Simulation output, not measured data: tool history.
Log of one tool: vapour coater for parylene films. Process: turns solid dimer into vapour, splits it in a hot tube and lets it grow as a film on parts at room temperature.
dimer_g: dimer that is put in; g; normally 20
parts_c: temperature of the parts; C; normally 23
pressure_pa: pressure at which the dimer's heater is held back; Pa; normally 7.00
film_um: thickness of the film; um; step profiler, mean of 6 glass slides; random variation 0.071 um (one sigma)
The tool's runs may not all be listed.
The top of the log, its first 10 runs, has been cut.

run	hour	dimer_g	parts_c	pressure_pa	hours of work since the trap's valve was overhauled	hours of work since the table's thermometer was calibrated	film_um
11	492.6	12	21	7.00	165	1577	4.18
12	539.5	20	23	7.00	199	1611	6.32
13	596.0	20	23	11.26	240	1652	5.88
# hour 620.6: trap's valve overhauled, once more
14	629.0	20	23	11.26	6	1673	7.88
15	680.3	20	23	11.26	43	1711	7.73
16	729.8	20	23	7.00	80	1747	8.09
17	784.3	20	23	7.00	119	1787	7.97
18	853.2	10	29	5.01	169	1837	3.49
19	891.1	22	30	9.89	197	1864	6.70
20	928.8	22	17	9.89	225	1892	9.69
21	965.6	22	33	5.51	251	1919	6.46
22	1021.2	24	33	2.91	292	1959	7.48
23	1068.7	24	33	2.91	326	1994	7.37
24	1122.7	20	23	4.84	366	2033	7.71
25	1171.9	13	21	7.00	402	2069	4.97
26	1231.8	13	21	7.00	445	2112	4.85
# hour 1262.4: trap's valve overhauled
27	1268.3	13	21	7.00	4	2136	5.67
28	1336.7	8	17	6.93	54	2186	3.92

For run 29, what comes out?
29	1386.2	33	35	6.93	90	2222	?

{"run 29": {"film_um": 9.33}}
Without the tool's hidden state the same run would have given film_um 9.91 um.

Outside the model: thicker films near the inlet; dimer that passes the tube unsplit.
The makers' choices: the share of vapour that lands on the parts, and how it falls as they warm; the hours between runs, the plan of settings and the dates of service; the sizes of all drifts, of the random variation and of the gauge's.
